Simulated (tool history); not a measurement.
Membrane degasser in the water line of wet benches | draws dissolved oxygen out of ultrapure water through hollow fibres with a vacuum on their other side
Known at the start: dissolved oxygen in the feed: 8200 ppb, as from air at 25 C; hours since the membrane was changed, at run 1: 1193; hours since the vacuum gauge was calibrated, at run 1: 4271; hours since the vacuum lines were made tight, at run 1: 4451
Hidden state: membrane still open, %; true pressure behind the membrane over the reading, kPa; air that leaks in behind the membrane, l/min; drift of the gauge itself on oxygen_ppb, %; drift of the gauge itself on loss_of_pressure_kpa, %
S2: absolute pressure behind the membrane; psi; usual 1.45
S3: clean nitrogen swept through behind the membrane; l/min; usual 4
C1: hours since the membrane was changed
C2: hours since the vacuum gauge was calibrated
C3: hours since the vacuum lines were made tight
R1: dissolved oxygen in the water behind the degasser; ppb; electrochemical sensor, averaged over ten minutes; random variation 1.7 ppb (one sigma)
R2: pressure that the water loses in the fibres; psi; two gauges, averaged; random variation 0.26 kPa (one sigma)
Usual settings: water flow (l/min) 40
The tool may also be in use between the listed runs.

Run 1, hour 0: usual settings; C1 1193; C2 4271; C3 4451. Result: R1 197.2 ppb, R2 10.111 psi.
Run 2, hour 42.2: usual settings; C1 1235; C2 4313; C3 4493. Result: R1 194.7 ppb, R2 10.119 psi.
Run 3, hour 62.3: usual settings; C1 1255; C2 4333; C3 4513. Result: R1 194.2 ppb, R2 10.154 psi.
Run 4, hour 93.8: usual settings but S2 1.77 psi; C1 1286; C2 4365; C3 4545. Result: R1 242.6 ppb, R2 10.157 psi.
Run 5, hour 134.7: usual settings but S2 1.03 psi; C1 1327; C2 4405; C3 4586. Result: R1 127 ppb, R2 10.182 psi.
Run 6, hour 161: usual settings but S2 1.03 psi; C1 1354; C2 4432; C3 4612. Result: R1 130.5 ppb, R2 10.135 psi.
Run 7, hour 191.6: usual settings but S2 1.03 psi; C1 1384; C2 4462; C3 4643. Result: R1 127.5 ppb, R2 10.203 psi.
Run 8, hour 231.2: usual settings; C1 1424; C2 4502; C3 4682. Result: R1 194 ppb, R2 10.16 psi.
Run 9, hour 260.2: usual settings but water flow (l/min) 47; C1 1453; C2 4531; C3 4711. Result: R1 228.4 ppb, R2 12.016 psi.
Run 10, hour 283.1: usual settings but water flow (l/min) 47; C1 1476; C2 4554; C3 4734. Result: R1 235.8 ppb, R2 11.915 psi.
Run 11, hour 316.3: usual settings but S3 4.38 l/min; C1 1509; C2 4587; C3 4767. Result: R1 181.4 ppb, R2 10.169 psi.
Run 12, hour 360.4: usual settings but water flow (l/min) 49, S2 0.91 psi, S3 3.25 l/min; C1 1553; C2 4631; C3 4812. Result: R1 161.9 ppb, R2 12.515 psi.
Run 13, hour 404.4: usual settings but water flow (l/min) 46, S2 1.6 psi, S3 4.7 l/min; C1 1597; C2 4675; C3 4856. Result: R1 223 ppb, R2 11.647 psi.
Run 14, hour 439.3: usual settings but water flow (l/min) 55, S2 1.6 psi, S3 4.13 l/min; C1 1632; C2 4710; C3 4890. Result: R1 300.7 ppb, R2 13.924 psi.
Run 15, hour 476.2: usual settings but water flow (l/min) 42, S2 1.12 psi; C1 1669; C2 4747; C3 4927. Result: R1 152 ppb, R2 10.691 psi.
Run 16, hour 518.1: usual settings but water flow (l/min) 42, S2 1.12 psi; C1 1711; C2 4789; C3 4969. Result: R1 149.4 ppb, R2 10.636 psi.
Run 17, hour 542.5: usual settings but water flow (l/min) 42, S2 1.12 psi; C1 1735; C2 4813; C3 4994. Result: R1 150.9 ppb, R2 10.692 psi.
Run 18, hour 579.6: usual settings but water flow (l/min) 42, S2 1.12 psi; C1 1772; C2 4850; C3 5031. Result: R1 151.7 ppb, R2 10.72 psi.
Run 19, hour 624.8: usual settings but water flow (l/min) 49, S2 1.04 psi; C1 1817; C2 4895; C3 5076. Result: R1 169.6 ppb, R2 12.441 psi.
Run 20, hour 651.8: usual settings but water flow (l/min) 56, S3 4.68 l/min; C1 1844; C2 4922; C3 5103. Result: R1 252.5 ppb, R2 14.264 psi.
Run 21, hour 685.3: usual settings but water flow (l/min) 56, S3 4.68 l/min; C1 1878; C2 4956; C3 5136. Result: R1 255.4 ppb, R2 14.201 psi.

Forecast each of these 3 alternatives for the next run:
Run A, hour 705.3: usual settings but water flow (l/min) 56, S2 2.22 psi, S3 6.37 l/min; C1 1898; C2 4976; C3 5156. Result: R1 ?, R2 ?.
Run B, hour 705.3: usual settings but water flow (l/min) 57, S2 3.05 psi, S3 2.87 l/min; C1 1898; C2 4976; C3 5156. Result: R1 ?, R2 ?.
Run C, hour 705.3: usual settings but water flow (l/min) 25, S2 1.51 psi, S3 5.9 l/min; C1 1898; C2 4976; C3 5156. Result: R1 ?, R2 ?.

run     R1      R2
  A  314.7  14.212
  B  787.5  14.481
  C   87.8   6.361
Without the tool's hidden state the same runs would have given:
run     R1      R2
  A  311.1  14.121
  B  782.7  14.386
  C   86.2   6.319
